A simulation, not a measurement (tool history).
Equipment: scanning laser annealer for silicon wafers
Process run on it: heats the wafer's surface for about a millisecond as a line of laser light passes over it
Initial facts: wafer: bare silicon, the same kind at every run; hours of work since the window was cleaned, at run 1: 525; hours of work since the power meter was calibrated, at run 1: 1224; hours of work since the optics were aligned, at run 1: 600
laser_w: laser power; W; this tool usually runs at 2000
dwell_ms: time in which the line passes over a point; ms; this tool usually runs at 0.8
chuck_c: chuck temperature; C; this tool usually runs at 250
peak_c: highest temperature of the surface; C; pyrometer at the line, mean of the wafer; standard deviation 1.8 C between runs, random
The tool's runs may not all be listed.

run,day,laser_w,dwell_ms,chuck_c,hours of work since the window was cleaned,hours of work since the power meter was calibrated,hours of work since the optics were aligned,peak_c
1,0,2000,0.8,250,525,1224,600,966
2,2.108,2000,0.8,250,551,1250,626,966
3,4.333,2000,0.8,250,578,1278,654,967
4,7.983,2000,0.563,250,624,1323,699,849
5,11.588,2000,0.563,265,668,1368,744,864
6,14.538,2000,0.8,250,705,1405,781,963
7,16.217,2000,0.8,250,726,1425,802,961
8,19.721,2000,0.94,250,769,1469,845,1024
9,22.488,2000,0.94,250,804,1503,879,1026
10,24.262,2000,0.94,250,826,1525,901,1023
11,25.971,2000,0.94,250,847,1546,923,1024
# day 27.867: window over the wafer cleaned
12,29.779,2000,0.94,250,24,1593,969,1024
13,31.654,2000,0.75,250,47,1616,992,943
14,33.979,2000,0.969,250,76,1645,1021,1035
15,36.067,2000,0.8,250,102,1671,1047,967
16,38.621,2000,0.8,250,133,1702,1079,968
17,40.196,2000,0.8,264,153,1722,1098,980
18,42.158,2000,0.8,218,177,1746,1122,933
19,43.667,2000,0.8,218,196,1765,1141,935
20,45.646,2000,0.681,250,221,1790,1166,910
21,48.825,2000,0.649,250,260,1829,1205,896
22,52.1,2000,0.752,278,301,1870,1246,974
23,54.062,2000,0.752,278,325,1894,1270,974
24,56.962,1978,0.752,243,361,1930,1306,927
25,59.379,2051,0.564,235,391,1960,1336,854
26,60.9,1981,0.966,289,410,1979,1355,1069
27,63.088,1981,0.966,289,437,2006,1382,1069
28,65.65,2074,0.783,250,469,2038,1414,979
29,67.779,2007,0.738,228,495,2064,1440,915
30,70.383,2007,0.738,228,528,2097,1473,917
31,72.938,2186,0.8,229,559,2128,1504,1006
32,76.225,2140,0.8,250,600,2169,1545,1010
33,78.508,2000,0.8,222,628,2197,1574,936
34,80.971,2000,0.8,222,659,2228,1604,934
35,84.579,2000,0.8,222,704,2273,1649,937
36,87.25,2000,0.8,222,737,2306,1682,938
37,88.8,2000,0.8,222,756,2325,1701,941
38,92.458,2000,0.8,222,802,2370,1747,936
39,95.754,2039,0.848,253,843,2411,1788,1002
# day 98.167: window over the wafer cleaned
40,99.342,2039,0.848,253,15,2455,1831,1001

For each entry between runs, how does the tool's hidden state at the last listed run before it compare with that at the first listed run after it?
Between runs 11 and 12: window over the wafer cleaned (day 27.867)
  light that passes the window, % of a clean one's: 99.83 -> 99.99
Between runs 39 and 40: window over the wafer cleaned (day 98.167)
  light that passes the window, % of a clean one's: 99.84 -> 99.99
